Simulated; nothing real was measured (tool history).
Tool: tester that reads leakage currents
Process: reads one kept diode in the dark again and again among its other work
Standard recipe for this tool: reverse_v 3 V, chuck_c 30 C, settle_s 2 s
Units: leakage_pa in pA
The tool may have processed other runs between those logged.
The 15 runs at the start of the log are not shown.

At hour 877.8: chuck's temperature calibrated.
Run 16, hour 884.9: usual settings but chuck_c 36 C, settle_s 1.61 s. Result: leakage_pa 68.87 pA.
Run 17, hour 962.4: usual settings but chuck_c 36 C, settle_s 1.61 s. Result: leakage_pa 69.31 pA.
Run 18, hour 1004.1: usual settings. Result: leakage_pa 44.84 pA.
At hour 1014.2: tester calibrated.
Run 19, hour 1073: usual settings but settle_s 1.72 s. Result: leakage_pa 45.05 pA.
Run 20, hour 1133: usual settings. Result: leakage_pa 45.18 pA.
Run 21, hour 1216.8: usual settings but chuck_c 57 C. Result: leakage_pa 301.16 pA.
At hour 1284.3: probe card cleaned and baked.
Run 22, hour 1299.2: usual settings but chuck_c 57 C. Result: leakage_pa 296.37 pA.
At hour 1351: tester calibrated, once more.
Run 23, hour 1377.1: usual settings but chuck_c 57 C. Result: leakage_pa 299.11 pA.
Run 24, hour 1423.6: usual settings but chuck_c 57 C. Result: leakage_pa 296.61 pA.
Run 25, hour 1495.3: usual settings but reverse_v 2.23 V, chuck_c 57 C, settle_s 0.98 s. Result: leakage_pa 254.05 pA.
Run 26, hour 1560.6: usual settings but reverse_v 3.21 V, chuck_c 24 C, settle_s 6.86 s. Result: leakage_pa 25.44 pA.
Run 27, hour 1614.8: usual settings but reverse_v 3.21 V, chuck_c 24 C, settle_s 6.86 s. Result: leakage_pa 25.61 pA.
Run 28, hour 1688.3: usual settings but reverse_v 14.18 V, chuck_c 41 C, settle_s 0.35 s. Result: leakage_pa 230.98 pA.
Run 29, hour 1749.9: usual settings but reverse_v 14.18 V, chuck_c 41 C, settle_s 0.35 s. Result: leakage_pa 230.62 pA.
Run 30, hour 1833.1: usual settings but reverse_v 2.37 V, chuck_c 57 C, settle_s 0.35 s. Result: leakage_pa 261.56 pA.
Run 31, hour 1904.4: usual settings but reverse_v 18.04 V, settle_s 0.73 s. Result: leakage_pa 118.39 pA.

Forecast run 32:
Run 32, hour 1965.3: usual settings but reverse_v 10.71 V, chuck_c 33 C, settle_s 0.98 s. Result: leakage_pa ?.

{"run 32": {"leakage_pa": 107.78}}
Minus the tool's unlogged condition, the same run would have read leakage_pa 104.2 pA.

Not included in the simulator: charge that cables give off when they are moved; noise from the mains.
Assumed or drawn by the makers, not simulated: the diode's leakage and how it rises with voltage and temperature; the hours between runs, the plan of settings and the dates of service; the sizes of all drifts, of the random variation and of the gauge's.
